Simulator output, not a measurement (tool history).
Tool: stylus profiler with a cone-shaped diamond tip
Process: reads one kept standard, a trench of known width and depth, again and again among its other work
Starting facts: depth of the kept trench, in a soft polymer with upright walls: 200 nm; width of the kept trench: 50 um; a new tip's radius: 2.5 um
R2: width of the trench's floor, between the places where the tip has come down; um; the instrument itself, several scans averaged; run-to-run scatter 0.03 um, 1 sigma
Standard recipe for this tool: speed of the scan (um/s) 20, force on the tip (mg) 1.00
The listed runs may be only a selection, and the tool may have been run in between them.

run 1 day=0.000 | speed_of_the_scan_(um/s)=20 force_on_the_tip_(mg)=1.00 | depth_of_the_trench_(Å)=2010.4 R2=47.35
run 2 day=0.900 | speed_of_the_scan_(um/s)=20 force_on_the_tip_(mg)=1.00 | depth_of_the_trench_(Å)=2010.7 R2=47.38
run 3 day=2.712 | speed_of_the_scan_(um/s)=20 force_on_the_tip_(mg)=1.00 | depth_of_the_trench_(Å)=2010.9 R2=47.40
run 4 day=4.017 | speed_of_the_scan_(um/s)=20 force_on_the_tip_(mg)=1.00 | depth_of_the_trench_(Å)=2011.0 R2=47.45
run 5 day=5.071 | speed_of_the_scan_(um/s)=20 force_on_the_tip_(mg)=1.00 | depth_of_the_trench_(Å)=2010.9 R2=47.36
run 6 day=5.862 | speed_of_the_scan_(um/s)=20 force_on_the_tip_(mg)=2.37 | depth_of_the_trench_(Å)=2017.4 R2=47.43
run 7 day=7.012 | speed_of_the_scan_(um/s)=53 force_on_the_tip_(mg)=1.00 | depth_of_the_trench_(Å)=2011.3 R2=47.06
run 8 day=7.846 | speed_of_the_scan_(um/s)=60 force_on_the_tip_(mg)=1.00 | depth_of_the_trench_(Å)=2011.2 R2=46.98
run 9 day=9.262 | speed_of_the_scan_(um/s)=60 force_on_the_tip_(mg)=1.00 | depth_of_the_trench_(Å)=2011.1 R2=47.01
run 10 day=10.146 | speed_of_the_scan_(um/s)=60 force_on_the_tip_(mg)=1.00 | depth_of_the_trench_(Å)=2010.9 R2=46.94
run 11 day=11.050 | speed_of_the_scan_(um/s)=20 force_on_the_tip_(mg)=0.67 | depth_of_the_trench_(Å)=2008.8 R2=47.29
run 12 day=12.238 | speed_of_the_scan_(um/s)=16 force_on_the_tip_(mg)=1.00 | depth_of_the_trench_(Å)=2011.2 R2=47.36
run 13 day=13.892 | speed_of_the_scan_(um/s)=16 force_on_the_tip_(mg)=1.00 | depth_of_the_trench_(Å)=2011.4 R2=47.40
run 14 day=14.858 | speed_of_the_scan_(um/s)=16 force_on_the_tip_(mg)=1.00 | depth_of_the_trench_(Å)=2011.5 R2=47.38
run 15 day=15.979 | speed_of_the_scan_(um/s)=20 force_on_the_tip_(mg)=1.00 | depth_of_the_trench_(Å)=2011.7 R2=47.33
run 16 day=16.725 | speed_of_the_scan_(um/s)=20 force_on_the_tip_(mg)=1.69 | depth_of_the_trench_(Å)=2015.0 R2=47.33
run 17 day=17.942 | speed_of_the_scan_(um/s)=20 force_on_the_tip_(mg)=1.69 | depth_of_the_trench_(Å)=2014.8 R2=47.33
run 18 day=19.608 | speed_of_the_scan_(um/s)=20 force_on_the_tip_(mg)=0.74 | depth_of_the_trench_(Å)=2010.1 R2=47.22
run 19 day=21.329 | speed_of_the_scan_(um/s)=20 force_on_the_tip_(mg)=1.00 | depth_of_the_trench_(Å)=2011.4 R2=47.30
run 20 day=22.108 | speed_of_the_scan_(um/s)=20 force_on_the_tip_(mg)=1.00 | depth_of_the_trench_(Å)=2011.3 R2=47.34
run 21 day=23.500 | speed_of_the_scan_(um/s)=20 force_on_the_tip_(mg)=2.86 | depth_of_the_trench_(Å)=2020.1 R2=47.38
run 22 day=24.771 | speed_of_the_scan_(um/s)=20 force_on_the_tip_(mg)=1.00 | depth_of_the_trench_(Å)=2011.8 R2=47.27
run 23 day=25.575 | speed_of_the_scan_(um/s)=20 force_on_the_tip_(mg)=1.00 | depth_of_the_trench_(Å)=2011.6 R2=47.24
run 24 day=27.092 | speed_of_the_scan_(um/s)=20 force_on_the_tip_(mg)=1.00 | depth_of_the_trench_(Å)=2011.9 R2=47.25
run 25 day=28.392 | speed_of_the_scan_(um/s)=8 force_on_the_tip_(mg)=1.05 | depth_of_the_trench_(Å)=2012.1 R2=47.38
run 26 day=29.746 | speed_of_the_scan_(um/s)=11 force_on_the_tip_(mg)=0.69 | depth_of_the_trench_(Å)=2010.0 R2=47.31
run 27 day=30.771 | speed_of_the_scan_(um/s)=11 force_on_the_tip_(mg)=0.69 | depth_of_the_trench_(Å)=2010.1 R2=47.34
run 28 day=31.542 | speed_of_the_scan_(um/s)=11 force_on_the_tip_(mg)=0.69 | depth_of_the_trench_(Å)=2010.2 R2=47.27
run 29 day=32.546 | speed_of_the_scan_(um/s)=16 force_on_the_tip_(mg)=0.41 | depth_of_the_trench_(Å)=2008.4 R2=47.21
run 30 day=33.992 | speed_of_the_scan_(um/s)=16 force_on_the_tip_(mg)=0.41 | depth_of_the_trench_(Å)=2008.5 R2=47.14
run 31 day=34.850 | speed_of_the_scan_(um/s)=20 force_on_the_tip_(mg)=1.66 | depth_of_the_trench_(Å)=2015.6 R2=47.31
run 32 day=36.150 | speed_of_the_scan_(um/s)=20 force_on_the_tip_(mg)=1.66 | depth_of_the_trench_(Å)=2015.6 R2=47.27
run 33 day=37.800 | speed_of_the_scan_(um/s)=20 force_on_the_tip_(mg)=1.66 | depth_of_the_trench_(Å)=2015.6 R2=47.19
run 34 day=39.600 | speed_of_the_scan_(um/s)=20 force_on_the_tip_(mg)=1.66 | depth_of_the_trench_(Å)=2015.9 R2=47.23
run 35 day=41.350 | speed_of_the_scan_(um/s)=20 force_on_the_tip_(mg)=1.66 | depth_of_the_trench_(Å)=2015.8 R2=47.21
run 36 day=42.467 | speed_of_the_scan_(um/s)=13 force_on_the_tip_(mg)=0.97 | depth_of_the_trench_(Å)=2012.3 R2=47.22
run 37 day=43.567 | speed_of_the_scan_(um/s)=12 force_on_the_tip_(mg)=0.42 | depth_of_the_trench_(Å)=2009.2 R2=47.22
run 38 day=45.150 | speed_of_the_scan_(um/s)=12 force_on_the_tip_(mg)=0.42 | depth_of_the_trench_(Å)=2008.3 R2=47.17
run 39 day=45.925 | speed_of_the_scan_(um/s)=20 force_on_the_tip_(mg)=2.72 | depth_of_the_trench_(Å)=2020.2 R2=47.27
run 40 day=47.717 | speed_of_the_scan_(um/s)=20 force_on_the_tip_(mg)=1.83 | depth_of_the_trench_(Å)=2016.8 R2=47.24
run 41 day=49.429 | speed_of_the_scan_(um/s)=20 force_on_the_tip_(mg)=1.83 | depth_of_the_trench_(Å)=2016.9 R2=47.20
run 42 day=51.017 | speed_of_the_scan_(um/s)=20 force_on_the_tip_(mg)=1.83 | depth_of_the_trench_(Å)=2017.0 R2=47.19
-- day=52.067 height scale calibrated on a step standard
run 43 day=52.329 | speed_of_the_scan_(um/s)=29 force_on_the_tip_(mg)=2.94 | depth_of_the_trench_(Å)=2016.7 R2=47.10
run 44 day=54.062 | speed_of_the_scan_(um/s)=5 force_on_the_tip_(mg)=1.50 | depth_of_the_trench_(Å)=2010.9 R2=47.24
run 45 day=55.529 | speed_of_the_scan_(um/s)=47 force_on_the_tip_(mg)=0.70 | depth_of_the_trench_(Å)=2006.3 R2=46.77
run 46 day=56.808 | speed_of_the_scan_(um/s)=6 force_on_the_tip_(mg)=0.91 | depth_of_the_trench_(Å)=2007.7 R2=47.23
run 47 day=57.742 | speed_of_the_scan_(um/s)=8 force_on_the_tip_(mg)=0.89 | depth_of_the_trench_(Å)=2008.0 R2=47.28

Predict each of these 3 candidate next runs independently; none follows another, all start after run 47:
run A day=58.904 | speed_of_the_scan_(um/s)=9 force_on_the_tip_(mg)=1.00 | depth_of_the_trench_(Å)=? R2=?
run B day=58.904 | speed_of_the_scan_(um/s)=78 force_on_the_tip_(mg)=1.63 | depth_of_the_trench_(Å)=? R2=?
run C day=58.904 | speed_of_the_scan_(um/s)=8 force_on_the_tip_(mg)=0.72 | depth_of_the_trench_(Å)=? R2=?

run=A depth_of_the_trench_(Å)=2008.7 R2=47.24
run=B depth_of_the_trench_(Å)=2011.7 R2=46.73
run=C depth_of_the_trench_(Å)=2006.8 R2=47.21
Without the tool's hidden state the same runs would have given:
run=A depth_of_the_trench_(Å)=2008.5 R2=47.99
run=B depth_of_the_trench_(Å)=2011.5 R2=47.48
run=C depth_of_the_trench_(Å)=2006.6 R2=47.97
